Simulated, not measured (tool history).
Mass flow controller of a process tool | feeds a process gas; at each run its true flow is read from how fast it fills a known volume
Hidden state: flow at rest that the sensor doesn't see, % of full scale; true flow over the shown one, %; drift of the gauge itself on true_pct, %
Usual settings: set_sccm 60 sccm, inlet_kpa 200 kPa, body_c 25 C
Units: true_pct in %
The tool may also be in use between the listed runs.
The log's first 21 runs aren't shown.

| run | hour | set_sccm | inlet_kpa | body_c | hours of work since the controller was set to zero | hours of work since the controller was changed | true_pct |
|---|---|---|---|---|---|---|---|
| 22 | 3422.7 | 37 | 200 | 22 | 269 | 3979 | 100.35 |
| 23 | 3617.2 | 107 | 200 | 32 | 373 | 4084 | 100.90 |
| 24 | 3721.8 | 107 | 200 | 32 | 429 | 4140 | 100.93 |
| 25 | 3870.6 | 107 | 200 | 32 | 509 | 4220 | 100.93 |
| 26 | 4026.4 | 107 | 200 | 32 | 592 | 4303 | 101.14 |
| 27 | 4204.6 | 130 | 254 | 37 | 688 | 4399 | 101.55 |
| 28 | 4428.1 | 130 | 240 | 37 | 808 | 4519 | 101.47 |
| 29 | 4594.8 | 23 | 202 | 25 | 897 | 4608 | 101.80 |
| 30 | 4825.5 | 48 | 143 | 36 | 1021 | 4732 | 101.92 |
| 31 | 4949.2 | 38 | 148 | 27 | 1087 | 4798 | 101.59 |
| 32 | 5120.6 | 60 | 234 | 25 | 1179 | 4890 | 101.02 |
| 33 | 5307.5 | 60 | 234 | 25 | 1280 | 4990 | 101.15 |
| 34 | 5406.7 | 60 | 234 | 25 | 1333 | 5044 | 101.18 |
| 35 | 5575.1 | 60 | 148 | 39 | 1423 | 5134 | 102.28 |
| 36 | 5714.6 | 60 | 226 | 39 | 1498 | 5209 | 102.32 |
| 37 | 5875.0 | 60 | 226 | 39 | 1584 | 5295 | 102.31 |
| 38 | 5997.6 | 23 | 226 | 26 | 1650 | 5361 | 102.93 |

3 ways to go on from here, each from the tool as it stands after run 38. What would each give?
| A | 6199.3 | 41 | 254 | 39 | 1758 | 5469 | ? |
| B | 6199.3 | 152 | 200 | 25 | 1758 | 5469 | ? |
| C | 6199.3 | 23 | 171 | 26 | 1758 | 5469 | ? |

| run | true_pct |
|---|---|
| A | 102.83 |
| B | 101.09 |
| C | 103.26 |
Without the tool's hidden state the same runs would have given:
| run | true_pct |
|---|---|
| A | 100.48 |
| B | 99.87 |
| C | 99.70 |
